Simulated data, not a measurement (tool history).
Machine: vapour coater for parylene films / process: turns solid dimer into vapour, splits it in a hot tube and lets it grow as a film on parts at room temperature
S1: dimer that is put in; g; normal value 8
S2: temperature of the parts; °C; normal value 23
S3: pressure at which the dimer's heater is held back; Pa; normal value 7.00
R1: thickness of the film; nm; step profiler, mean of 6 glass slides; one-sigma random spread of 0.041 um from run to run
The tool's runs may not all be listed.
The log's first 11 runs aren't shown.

{"hour": 716.9, "done": "trap's valve overhauled"}
{"run": 12, "hour": 718.2, "S1": 8, "S2": 23, "S3": 7.0, "R1": 4460}
{"run": 13, "hour": 771.5, "S1": 8, "S2": 23, "S3": 7.0, "R1": 4490}
{"run": 14, "hour": 834.0, "S1": 8, "S2": 23, "S3": 7.0, "R1": 4330}
{"run": 15, "hour": 872.0, "S1": 3, "S2": 23, "S3": 7.0, "R1": 1610}
{"run": 16, "hour": 935.4, "S1": 3, "S2": 23, "S3": 7.0, "R1": 1590}
{"run": 17, "hour": 968.8, "S1": 3, "S2": 23, "S3": 7.0, "R1": 1600}
{"run": 18, "hour": 1002.7, "S1": 8, "S2": 23, "S3": 7.0, "R1": 4200}
{"run": 19, "hour": 1065.9, "S1": 8, "S2": 22, "S3": 3.4, "R1": 4870}
{"run": 20, "hour": 1139.3, "S1": 8, "S2": 22, "S3": 3.4, "R1": 4800}
{"run": 21, "hour": 1216.0, "S1": 12, "S2": 18, "S3": 7.0, "R1": 7610}
{"run": 22, "hour": 1271.4, "S1": 4, "S2": 23, "S3": 9.63, "R1": 1920}
{"run": 23, "hour": 1319.5, "S1": 9, "S2": 23, "S3": 3.42, "R1": 4960}
{"run": 24, "hour": 1382.8, "S1": 4, "S2": 18, "S3": 6.7, "R1": 2440}
{"hour": 1412.2, "done": "trap's valve overhauled"}
{"run": 25, "hour": 1426.6, "S1": 7, "S2": 16, "S3": 3.13, "R1": 5220}
{"run": 26, "hour": 1473.3, "S1": 8, "S2": 23, "S3": 7.67, "R1": 4270}
{"run": 27, "hour": 1529.3, "S1": 8, "S2": 23, "S3": 7.67, "R1": 4260}
{"run": 28, "hour": 1576.0, "S1": 4, "S2": 23, "S3": 7.67, "R1": 2100}
{"run": 29, "hour": 1630.0, "S1": 12, "S2": 17, "S3": 2.54, "R1": 8540}
{"hour": 1665.3, "done": "table's thermometer calibrated"}
{"run": 30, "hour": 1710.8, "S1": 4, "S2": 17, "S3": 2.54, "R1": 2820}
{"run": 31, "hour": 1754.0, "S1": 7, "S2": 32, "S3": 2.54, "R1": 2890}
{"run": 32, "hour": 1794.6, "S1": 12, "S2": 23, "S3": 2.42, "R1": 7430}
{"run": 33, "hour": 1854.9, "S1": 8, "S2": 29, "S3": 8.06, "R1": 3100}
{"run": 34, "hour": 1908.1, "S1": 8, "S2": 29, "S3": 8.06, "R1": 3070}
{"run": 35, "hour": 1979.7, "S1": 8, "S2": 29, "S3": 8.06, "R1": 2990}

4 ways to go on from here, each from the tool as it stands after run 35. What would each give?
{"run": "A", "hour": 2055.2, "S1": 11, "S2": 29, "S3": 2.07, "R1": "?"}
{"run": "B", "hour": 2055.2, "S1": 3, "S2": 25, "S3": 9.35, "R1": "?"}
{"run": "C", "hour": 2055.2, "S1": 8, "S2": 16, "S3": 9.68, "R1": "?"}
{"run": "D", "hour": 2055.2, "S1": 8, "S2": 23, "S3": 7.0, "R1": "?"}

run=A R1=5180
run=B R1=1300
run=C R1=5140
run=D R1=3980
Had the tool no hidden state, the same runs would have come out as:
run=A R1=5840
run=B R1=1460
run=C R1=5800
run=D R1=4490
